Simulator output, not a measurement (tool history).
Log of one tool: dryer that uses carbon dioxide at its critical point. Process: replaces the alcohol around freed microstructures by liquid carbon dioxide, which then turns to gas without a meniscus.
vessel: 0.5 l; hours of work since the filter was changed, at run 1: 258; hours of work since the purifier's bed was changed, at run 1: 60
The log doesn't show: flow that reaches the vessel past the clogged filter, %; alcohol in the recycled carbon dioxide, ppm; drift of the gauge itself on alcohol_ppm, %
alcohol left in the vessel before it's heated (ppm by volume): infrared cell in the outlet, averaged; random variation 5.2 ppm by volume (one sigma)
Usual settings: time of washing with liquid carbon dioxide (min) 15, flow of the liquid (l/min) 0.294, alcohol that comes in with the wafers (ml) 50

| run | hour | time of washing with liquid carbon dioxide (min) | flow of the liquid (l/min) | alcohol that comes in with the wafers (ml) | hours of work since the filter was changed | hours of work since the purifier's bed was changed | alcohol left in the vessel before it's heated (ppm by volume) |
|---|---|---|---|---|---|---|---|
| 1 | 0.0 | 15 | 0.294 | 50 | 258 | 60 | 109 |
| 2 | 20.0 | 15 | 0.294 | 50 | 271 | 73 | 111 |
| 3 | 53.6 | 15 | 0.294 | 50 | 292 | 94 | 122 |
| 4 | 76.0 | 15 | 0.294 | 50 | 307 | 109 | 122 |
| 5 | 96.3 | 15 | 0.294 | 50 | 320 | 122 | 133 |
| 6 | 114.7 | 15 | 0.294 | 50 | 332 | 134 | 121 |
| 7 | 142.2 | 11 | 0.294 | 50 | 349 | 151 | 680 |
| 8 | 179.1 | 15 | 0.294 | 50 | 373 | 175 | 133 |
| 9 | 211.8 | 15 | 0.365 | 50 | 394 | 196 | 50 |
| 10 | 232.8 | 19 | 0.367 | 50 | 407 | 209 | 33 |
| 11 | 269.2 | 16 | 0.387 | 115 | 431 | 233 | 51 |
| 12 | 296.4 | 16 | 0.387 | 115 | 448 | 250 | 66 |
| 13 | 313.1 | 9 | 0.187 | 44 | 459 | 261 | 6553 |
| 14 | 350.5 | 9 | 0.470 | 67 | 483 | 285 | 251 |
| 15 | 372.4 | 9 | 0.470 | 67 | 497 | 299 | 263 |

Forecast each of these 5 alternatives for the next run:
| A | 393.0 | 15 | 0.179 | 50 | 510 | 312 | ? |
| B | 393.0 | 10 | 0.210 | 30 | 510 | 312 | ? |
| C | 393.0 | 14 | 0.500 | 31 | 510 | 312 | ? |
| D | 393.0 | 15 | 0.403 | 48 | 510 | 312 | ? |
| E | 393.0 | 9 | 0.231 | 67 | 510 | 312 | ? |

| run | alcohol left in the vessel before it's heated (ppm by volume) |
|---|---|
| A | 1690 |
| B | 2563 |
| C | 42 |
| D | 59 |
| E | 5543 |
Without the tool's hidden state the same runs would have given:
| run | alcohol left in the vessel before it's heated (ppm by volume) |
|---|---|
| A | 1266 |
| B | 2050 |
| C | 0 |
| D | 12 |
| E | 4484 |
